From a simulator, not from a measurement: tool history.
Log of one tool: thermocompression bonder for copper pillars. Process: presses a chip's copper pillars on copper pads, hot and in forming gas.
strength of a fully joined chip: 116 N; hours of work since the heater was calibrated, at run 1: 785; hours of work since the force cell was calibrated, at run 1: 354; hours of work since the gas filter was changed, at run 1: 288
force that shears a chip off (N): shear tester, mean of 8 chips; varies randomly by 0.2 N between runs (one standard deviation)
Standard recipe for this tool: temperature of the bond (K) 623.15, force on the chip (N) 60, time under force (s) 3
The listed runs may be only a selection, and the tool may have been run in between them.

run	hour	temperature of the bond (K)	force on the chip (N)	time under force (s)	hours of work since the heater was calibrated	hours of work since the force cell was calibrated	hours of work since the gas filter was changed	force that shears a chip off (N)
1	0.0	623.15	60	3	785	354	288	49.4
2	24.5	623.15	60	3	795	364	298	49.6
3	44.6	623.15	60	3	803	372	306	49.8
4	58.2	623.15	60	3	808	377	311	49.8
5	82.0	623.15	60	3	818	387	321	49.9
6	104.5	635.15	60	3	827	396	330	56.3
7	117.9	635.15	60	3	832	401	335	56.5
8	133.2	635.15	60	3	838	407	341	56.5
9	150.3	635.15	60	3	845	414	348	56.7
10	175.8	635.15	60	3	856	424	358	56.5
# hour 199.3: heater calibrated with a thermocouple chip
11	199.7	635.15	60	3	0	433	367	56.6
# hour 208.1: forming gas filter changed
12	224.2	635.15	60	3	10	443	6	56.6
13	242.7	635.15	60	3	17	450	14	56.7
14	264.9	635.15	60	3	26	459	23	56.9
15	279.5	635.15	60	3	32	465	29	56.6
16	293.8	635.15	60	4	38	470	34	62.7
17	319.3	635.15	60	4	48	481	45	62.7
18	333.6	635.15	60	4	54	486	50	63.1
19	353.2	635.15	60	4	61	494	58	63.0
20	366.2	623.15	83	5	67	499	63	78.0
21	389.1	605.15	60	3	76	509	72	41.2
# hour 401.2: gauge calibrated
22	403.2	645.15	39	3	81	514	78	41.3
23	414.1	600.15	39	2	86	519	83	19.8
24	435.2	596.15	39	2	94	527	91	18.7
25	451.1	613.15	38	4	101	533	97	31.2
26	464.3	613.15	38	4	106	539	103	31.6
27	483.2	642.15	54	3	114	546	110	54.6
28	508.0	597.15	69	3	123	556	120	42.4
29	520.3	597.15	69	3	128	561	125	42.5
30	544.7	594.15	38	5	138	571	135	26.9
31	570.1	595.15	76	6	148	581	145	58.2
32	585.4	595.15	76	6	154	587	151	58.7
33	610.3	607.15	60	4	164	597	161	46.6
34	624.5	652.15	40	3	170	603	167	46.2
35	642.4	649.15	39	3	177	610	174	43.7

Measured less the same run without the tool's hidden state. The same run-to-run variation is in both; the gauge's scatter may not be:
Hidden state present: true temperature of the bond over the reading, C; force that reaches the chip, % of what is set; oxide that the forming gas leaves, % of the face; drift of the gauge itself on shear_n, %.
run	force that shears a chip off (N)
1	+0.1
2	+0.2
3	+0.3
4	+0.3
5	+0.4
6	+0.4
7	+0.5
8	+0.6
9	+0.6
10	+0.7
11	+0.5
12	+0.7
13	+0.7
14	+0.8
15	+0.9
16	+1.0
17	+1.0
18	+1.1
19	+1.2
20	+1.5
21	+0.9
22	-0.1
23	+0.0
24	+0.0
25	+0.1
26	+0.1
27	+0.2
28	+0.2
29	+0.2
30	+0.2
31	+0.5
32	+0.6
33	+0.5
34	+0.6
35	+0.5
